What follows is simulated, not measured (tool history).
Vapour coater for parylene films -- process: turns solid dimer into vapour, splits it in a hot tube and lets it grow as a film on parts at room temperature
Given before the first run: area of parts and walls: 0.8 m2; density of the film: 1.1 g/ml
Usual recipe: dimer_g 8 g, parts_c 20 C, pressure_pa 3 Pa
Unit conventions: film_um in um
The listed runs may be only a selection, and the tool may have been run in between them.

run     day  dimer_g  parts_c  pressure_pa  film_um
  1       0        8       20            3     4.92
  2   0.946        8       18            3     5.07
  3    1.75        8       20            3     4.97
  4   2.504        8       20            3      4.9
  5   3.604        8       20         9.46     4.49
  6   4.408        8       20            3     4.91
  7   5.654        8       19            3     4.99
  8   7.012        8       20            3     4.86
  9   8.354        8       20            3     4.85
      8.842  -- trap's valve overhauled
 10     9.2        8       20            3     5.25
 11  10.338        8       20         6.45     5.01
 12   11.35        8       20         6.45     4.97
 13  12.212        8       20         6.45     4.93
 14  13.533        8       20         6.45     4.97
 15  14.658        8       20         6.45     4.98
 16  15.933        8       20         6.45     4.89
 17   16.95        8       20            5     5.02
 18  18.154        8       20            5     4.98
 19  19.504        8       20         2.26     5.28
 20  20.271        5       20            3     3.23
 21  21.496        8       20         3.53     5.07
 22  22.775        8       20         3.53     5.04
 23    23.9        8       20            3     5.09
 24  25.262        4       20            3     2.53
 25  26.067        8       14            3      5.8
 26  26.725        8       27         3.29     4.36
     27.133  -- table's thermometer calibrated
 27  28.058        8       19            3     5.13
 28  29.133        8       19            3     5.09
 29  29.912        8       19            3     5.12
 30  30.675        8       22         6.55     4.48
 31  31.571        8       26         6.57     4.14
 32  32.725        4       19         6.57     2.39
 33  33.917       10       20        11.64      5.6
 34  34.858        4       17        11.22      2.4
 35    36.1        4       17        11.22     2.37
 36  36.738        4       20         4.75     2.37
 37  37.729        4       20         4.75     2.34
 38  39.004        8       20         5.26     4.66
 39  40.288        8       16         5.26     5.09
 40  41.338        8       19         6.09     4.72
 41  41.946        5       27         2.32     2.66
     42.188  -- trap's valve overhauled
 42  43.271       11       23         6.39     6.46
 43  44.338       12       20        11.68     7.09
 44  45.604        8       14            3     5.91
 45  46.475       12       14         2.93     8.92
 46  47.071       12       14         2.93     8.81
 47  48.058       12       14         2.93      8.9

3 ways to go on from here, each from the tool as it stands after run 47. What would each give?
  A  49.233       12       13         9.28        ?
  B  49.233        5       25         6.95        ?
  C  49.233        5       20            3        ?

run  film_um
  A     8.26
  B     2.74
  C     3.22
Take away the tool's hidden state, keep each run's random variation, and the runs would have read:
run  film_um
  A      8.4
  B     2.79
  C     3.27
